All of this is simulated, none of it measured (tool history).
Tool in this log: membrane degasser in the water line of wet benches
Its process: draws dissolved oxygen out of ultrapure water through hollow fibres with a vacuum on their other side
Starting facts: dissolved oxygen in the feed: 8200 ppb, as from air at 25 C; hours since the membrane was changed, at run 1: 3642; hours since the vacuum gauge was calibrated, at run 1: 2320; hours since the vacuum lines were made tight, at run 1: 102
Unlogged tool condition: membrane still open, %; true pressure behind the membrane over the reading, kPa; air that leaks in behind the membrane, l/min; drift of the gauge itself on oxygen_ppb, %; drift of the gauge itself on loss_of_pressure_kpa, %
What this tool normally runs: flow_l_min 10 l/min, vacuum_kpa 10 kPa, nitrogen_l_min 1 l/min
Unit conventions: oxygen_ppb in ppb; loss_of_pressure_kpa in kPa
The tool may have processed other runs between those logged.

run    hour  flow_l_min  vacuum_kpa  nitrogen_l_min  hours since the membrane was changed  hours since the vacuum gauge was calibrated  hours since the vacuum lines were made tight  oxygen_ppb  loss_of_pressure_kpa
  1       0          10          10               1                                  3642                                         2320                                           102         255                 33.52
  2      73          10          10             1.9                                  3715                                         2393                                           175       184.2                  33.4
  3   237.4          10          10             1.9                                  3879                                         2558                                           339       184.7                 33.53
  4   385.2          10          10            1.33                                  4027                                         2706                                           487       217.6                 33.67
  5   506.1          10          10            1.33                                  4148                                         2827                                           608       215.1                 33.53
  6   666.2          10          10            1.33                                  4308                                         2987                                           768       220.8                 33.75
  7   816.2          10          10            1.33                                  4458                                         3137                                           918       212.5                 33.41
  8   919.7          12          10            1.33                                  4562                                         3240                                          1021         275                 40.51
  9  1000.2          12        14.5            1.33                                  4642                                         3321                                          1102       367.1                  40.6
 10  1143.3          12        14.5            1.33                                  4785                                         3464                                          1245       365.1                  40.4
 11  1228.5          10        13.9               1                                  4871                                         3549                                          1330       339.4                 33.89
 12  1401.6          14          10               1                                  5044                                         3722                                          1503       387.2                 47.58
 13  1536.3          10         9.9               1                                  5178                                         3857                                          1638         248                 33.65
 14  1645.8          10          10            2.38                                  5288                                         3966                                          1748       163.7                 33.88
 15  1813.7          10        10.1            2.38                                  5456                                         4134                                          1915       166.4                  34.1
 16  1903.2          10        21.4               1                                  5545                                         4224                                          2005       503.6                 33.85
 17  1981.5          10        21.4            0.55                                  5623                                         4302                                          2083       775.3                 33.79
 18  2143.5          10        21.4            0.55                                  5785                                         4464                                          2245       766.8                 33.98
 19  2308.6          10         8.3            1.04                                  5951                                         4629                                          2410       210.6                 34.13
 20  2387.7           9          10            0.48                                  6030                                         4708                                          2489       352.7                 30.71
 21  2517.1           7         6.3            0.72                                  6159                                         4838                                          2619       120.7                 23.76
 22  2639.8          10        15.6            1.02                                  6282                                         4960                                          2742       373.6                 34.43
       2654  -- vacuum gauge calibrated
 23  2740.9          16         6.4            2.17                                  6382                                           87                                          2842       274.5                 54.68
 24    2856          16         7.2            1.36                                  6497                                          202                                          2957         326                 54.57
 25  2984.6          10          10             2.5                                  6626                                          331                                          3086       164.8                 34.06
 26  3106.1          10          10               1                                  6748                                          452                                          3207         253                  34.2
 27  3262.6           7          10            0.92                                  6904                                          609                                          3364       168.6                 23.99
 28  3338.2          10        17.7             1.3                                  6980                                          684                                          3439       348.9                 34.22
     3426.8  -- gauge calibrated
 29  3436.7           6          13             2.4                                  7078                                          783                                          3538        93.9                 20.07
 30  3580.6           6        20.1            1.04                                  7222                                          927                                          3682       267.2                  19.9
 31  3733.4          15          10            1.23                                  7375                                         1079                                          3835       382.9                 50.18

4 ways to go on from here, each from the tool as it stands after run 31. What would each give?
  A  3846.2          15        12.8               1                                  7488                                         1192                                          3947           ?                     ?
  B  3846.2           8        12.4             0.8                                  7488                                         1192                                          3947           ?                     ?
  C  3846.2          11         7.1            0.73                                  7488                                         1192                                          3947           ?                     ?
  D  3846.2          12          10               1                                  7488                                         1192                                          3947           ?                     ?

run  oxygen_ppb  loss_of_pressure_kpa
  A       503.2                 49.67
  B       281.4                 26.95
  C         249                  36.7
  D       319.7                 40.36
Without the tool's hidden state the same runs would have given:
run  oxygen_ppb  loss_of_pressure_kpa
  A       502.4                 49.45
  B       281.1                 26.83
  C       248.5                 36.54
  D       319.1                 40.19
